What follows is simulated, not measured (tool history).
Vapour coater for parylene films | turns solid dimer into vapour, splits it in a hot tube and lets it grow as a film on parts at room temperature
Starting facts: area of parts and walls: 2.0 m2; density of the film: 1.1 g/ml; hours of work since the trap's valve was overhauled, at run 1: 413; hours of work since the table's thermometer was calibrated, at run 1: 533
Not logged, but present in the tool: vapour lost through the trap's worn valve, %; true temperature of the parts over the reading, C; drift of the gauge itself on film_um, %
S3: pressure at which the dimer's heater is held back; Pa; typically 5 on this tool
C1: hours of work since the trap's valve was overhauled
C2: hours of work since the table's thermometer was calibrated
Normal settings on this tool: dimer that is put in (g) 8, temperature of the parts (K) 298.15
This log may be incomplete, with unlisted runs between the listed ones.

{"run": 1, "hour": 0.0, "dimer that is put in (g)": 8, "temperature of the parts (K)": 298.15, "S3": 5, "C1": 413, "C2": 533, "thickness of the film (um)": 2.16}
{"run": 2, "hour": 21.6, "dimer that is put in (g)": 9, "temperature of the parts (K)": 298.15, "S3": 5, "C1": 428, "C2": 548, "thickness of the film (um)": 2.43}
{"run": 3, "hour": 52.4, "dimer that is put in (g)": 9, "temperature of the parts (K)": 298.15, "S3": 5, "C1": 448, "C2": 568, "thickness of the film (um)": 2.45}
{"run": 4, "hour": 78.2, "dimer that is put in (g)": 9, "temperature of the parts (K)": 298.15, "S3": 5, "C1": 465, "C2": 585, "thickness of the film (um)": 2.44}
{"run": 5, "hour": 104.5, "dimer that is put in (g)": 14, "temperature of the parts (K)": 298.15, "S3": 5, "C1": 482, "C2": 602, "thickness of the film (um)": 3.81}
{"run": 6, "hour": 127.6, "dimer that is put in (g)": 14, "temperature of the parts (K)": 298.15, "S3": 5, "C1": 498, "C2": 618, "thickness of the film (um)": 3.81}
{"run": 7, "hour": 172.5, "dimer that is put in (g)": 3, "temperature of the parts (K)": 298.15, "S3": 5, "C1": 527, "C2": 647, "thickness of the film (um)": 0.8}
{"run": 8, "hour": 199.5, "dimer that is put in (g)": 3, "temperature of the parts (K)": 298.15, "S3": 5, "C1": 545, "C2": 665, "thickness of the film (um)": 0.82}
{"run": 9, "hour": 228.6, "dimer that is put in (g)": 3, "temperature of the parts (K)": 298.15, "S3": 5, "C1": 564, "C2": 684, "thickness of the film (um)": 0.8}
{"run": 10, "hour": 261.0, "dimer that is put in (g)": 3, "temperature of the parts (K)": 298.15, "S3": 5, "C1": 586, "C2": 706, "thickness of the film (um)": 0.79}
{"hour": 281.7, "done": "trap's valve overhauled"}
{"run": 11, "hour": 289.8, "dimer that is put in (g)": 8, "temperature of the parts (K)": 298.15, "S3": 5, "C1": 5, "C2": 722, "thickness of the film (um)": 2.19}
{"run": 12, "hour": 332.3, "dimer that is put in (g)": 8, "temperature of the parts (K)": 298.15, "S3": 5, "C1": 33, "C2": 750, "thickness of the film (um)": 2.17}
{"run": 13, "hour": 366.8, "dimer that is put in (g)": 8, "temperature of the parts (K)": 298.15, "S3": 5, "C1": 56, "C2": 773, "thickness of the film (um)": 2.18}
{"run": 14, "hour": 396.4, "dimer that is put in (g)": 8, "temperature of the parts (K)": 298.15, "S3": 5, "C1": 76, "C2": 792, "thickness of the film (um)": 2.19}
{"run": 15, "hour": 436.2, "dimer that is put in (g)": 8, "temperature of the parts (K)": 298.15, "S3": 5, "C1": 102, "C2": 819, "thickness of the film (um)": 2.19}
{"run": 16, "hour": 467.5, "dimer that is put in (g)": 8, "temperature of the parts (K)": 298.15, "S3": 5, "C1": 123, "C2": 839, "thickness of the film (um)": 2.18}
{"run": 17, "hour": 506.7, "dimer that is put in (g)": 5, "temperature of the parts (K)": 298.15, "S3": 2.12, "C1": 149, "C2": 865, "thickness of the film (um)": 1.44}
{"run": 18, "hour": 532.0, "dimer that is put in (g)": 5, "temperature of the parts (K)": 298.15, "S3": 2.12, "C1": 165, "C2": 882, "thickness of the film (um)": 1.43}
{"run": 19, "hour": 563.4, "dimer that is put in (g)": 8, "temperature of the parts (K)": 303.15, "S3": 5, "C1": 186, "C2": 903, "thickness of the film (um)": 1.88}
{"run": 20, "hour": 589.3, "dimer that is put in (g)": 11, "temperature of the parts (K)": 296.15, "S3": 6.94, "C1": 203, "C2": 920, "thickness of the film (um)": 3.1}
{"run": 21, "hour": 616.2, "dimer that is put in (g)": 11, "temperature of the parts (K)": 303.15, "S3": 9.67, "C1": 221, "C2": 938, "thickness of the film (um)": 2.45}
{"run": 22, "hour": 645.7, "dimer that is put in (g)": 11, "temperature of the parts (K)": 303.15, "S3": 9.67, "C1": 240, "C2": 957, "thickness of the film (um)": 2.48}
{"run": 23, "hour": 672.8, "dimer that is put in (g)": 5, "temperature of the parts (K)": 303.15, "S3": 3.99, "C1": 258, "C2": 975, "thickness of the film (um)": 1.2}
{"run": 24, "hour": 708.6, "dimer that is put in (g)": 5, "temperature of the parts (K)": 303.15, "S3": 3.99, "C1": 282, "C2": 999, "thickness of the film (um)": 1.2}
{"run": 25, "hour": 746.9, "dimer that is put in (g)": 8, "temperature of the parts (K)": 294.15, "S3": 3.24, "C1": 307, "C2": 1024, "thickness of the film (um)": 2.48}
{"run": 26, "hour": 775.2, "dimer that is put in (g)": 8, "temperature of the parts (K)": 294.15, "S3": 3.24, "C1": 326, "C2": 1043, "thickness of the film (um)": 2.52}
{"run": 27, "hour": 800.2, "dimer that is put in (g)": 8, "temperature of the parts (K)": 294.15, "S3": 3.24, "C1": 342, "C2": 1059, "thickness of the film (um)": 2.52}
{"run": 28, "hour": 831.6, "dimer that is put in (g)": 13, "temperature of the parts (K)": 294.15, "S3": 5.41, "C1": 363, "C2": 1080, "thickness of the film (um)": 3.95}
{"run": 29, "hour": 862.1, "dimer that is put in (g)": 13, "temperature of the parts (K)": 293.15, "S3": 7.33, "C1": 383, "C2": 1100, "thickness of the film (um)": 3.96}
{"run": 30, "hour": 887.4, "dimer that is put in (g)": 8, "temperature of the parts (K)": 301.15, "S3": 2.8, "C1": 400, "C2": 1117, "thickness of the film (um)": 2.06}
{"run": 31, "hour": 915.7, "dimer that is put in (g)": 6, "temperature of the parts (K)": 293.15, "S3": 5.94, "C1": 419, "C2": 1135, "thickness of the film (um)": 1.86}

Across each entry between runs, compare the hidden state at the last listed run before it with the hidden state at the first listed run after it:
From run 10 to run 11: trap's valve overhauled (hour 281.7)
  vapour lost through the trap's worn valve, %: 0.3 -> 0
